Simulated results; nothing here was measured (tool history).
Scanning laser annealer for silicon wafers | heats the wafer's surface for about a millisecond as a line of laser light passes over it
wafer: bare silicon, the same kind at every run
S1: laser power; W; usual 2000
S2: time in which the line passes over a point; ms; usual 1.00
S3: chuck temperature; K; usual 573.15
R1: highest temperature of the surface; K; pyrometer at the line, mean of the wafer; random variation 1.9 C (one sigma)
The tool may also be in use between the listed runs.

| run | hour | S1 | S2 | S3 | R1 |
|---|---|---|---|---|---|
| 1 | 0.0 | 2000 | 1.00 | 573.15 | 1377.15 |
| 2 | 51.5 | 2000 | 1.00 | 573.15 | 1373.15 |
| 3 | 110.9 | 2000 | 1.00 | 573.15 | 1372.15 |
| 4 | 154.2 | 2000 | 1.00 | 579.15 | 1376.15 |
| 5 | 193.4 | 2000 | 1.00 | 579.15 | 1378.15 |
| 6 | 247.9 | 2000 | 1.00 | 573.15 | 1367.15 |
| 7 | 295.7 | 2000 | 1.00 | 573.15 | 1365.15 |
| 8 | 364.6 | 2000 | 1.00 | 573.15 | 1371.15 |
| 9 | 408.8 | 2000 | 1.00 | 573.15 | 1368.15 |
| 10 | 465.1 | 2000 | 1.00 | 573.15 | 1366.15 |
| 11 | 495.6 | 2000 | 1.00 | 573.15 | 1366.15 |
| 12 | 538.7 | 1918 | 1.00 | 573.15 | 1329.15 |
| 13 | 590.7 | 1918 | 1.00 | 573.15 | 1327.15 |
|  | 613.8 | optics aligned, line set to its width |
| 14 | 634.0 | 1918 | 1.00 | 573.15 | 1319.15 |
| 15 | 700.4 | 1918 | 1.00 | 573.15 | 1319.15 |
| 16 | 763.4 | 1918 | 1.00 | 558.15 | 1304.15 |
| 17 | 815.5 | 2000 | 0.81 | 573.15 | 1277.15 |
| 18 | 857.3 | 2000 | 0.71 | 573.15 | 1234.15 |
| 19 | 898.5 | 2000 | 0.71 | 573.15 | 1232.15 |
| 20 | 956.8 | 2000 | 0.71 | 573.15 | 1229.15 |
| 21 | 988.2 | 2189 | 0.76 | 573.15 | 1316.15 |
|  | 1004.9 | optics aligned, line set to its width, once more |
| 22 | 1045.7 | 2178 | 1.14 | 568.15 | 1474.15 |
| 23 | 1078.1 | 2178 | 1.14 | 568.15 | 1468.15 |
| 24 | 1143.5 | 2178 | 1.14 | 568.15 | 1471.15 |
| 25 | 1177.5 | 2015 | 0.86 | 562.15 | 1296.15 |
| 26 | 1207.0 | 2015 | 0.86 | 579.15 | 1311.15 |
| 27 | 1262.0 | 1898 | 0.84 | 580.15 | 1262.15 |
| 28 | 1325.0 | 1898 | 0.84 | 580.15 | 1259.15 |
| 29 | 1372.6 | 1902 | 0.82 | 573.15 | 1246.15 |
| 30 | 1442.9 | 2000 | 0.86 | 573.15 | 1293.15 |
| 31 | 1506.9 | 2000 | 0.86 | 573.15 | 1290.15 |
| 32 | 1570.9 | 1954 | 0.86 | 573.15 | 1275.15 |
| 33 | 1640.4 | 1954 | 0.86 | 573.15 | 1273.15 |
| 34 | 1679.1 | 1945 | 0.91 | 552.15 | 1265.15 |
| 35 | 1728.5 | 1742 | 1.09 | 573.15 | 1270.15 |
| 36 | 1783.6 | 1729 | 0.81 | 559.15 | 1159.15 |
| 37 | 1817.6 | 1729 | 0.81 | 559.15 | 1157.15 |
|  | 1852.9 | window over the wafer cleaned |
| 38 | 1865.2 | 1729 | 0.81 | 559.15 | 1192.15 |
| 39 | 1932.5 | 1907 | 0.81 | 611.15 | 1304.15 |
| 40 | 1969.1 | 1907 | 0.79 | 602.15 | 1285.15 |

Forecast each of these 5 alternatives for the next run:
| A | 2011.5 | 2097 | 0.79 | 602.15 | ? |
| B | 2011.5 | 1967 | 0.73 | 571.15 | ? |
| C | 2011.5 | 2015 | 1.00 | 573.15 | ? |
| D | 2011.5 | 2000 | 1.00 | 585.15 | ? |
| E | 2011.5 | 2193 | 0.80 | 579.15 | ? |

| run | R1 |
|---|---|
| A | 1355.15 |
| B | 1249.15 |
| C | 1377.15 |
| D | 1386.15 |
| E | 1363.15 |
Without the tool's hidden state the same runs would have given:
| run | R1 |
|---|---|
| A | 1365.15 |
| B | 1258.15 |
| C | 1388.15 |
| D | 1397.15 |
| E | 1374.15 |
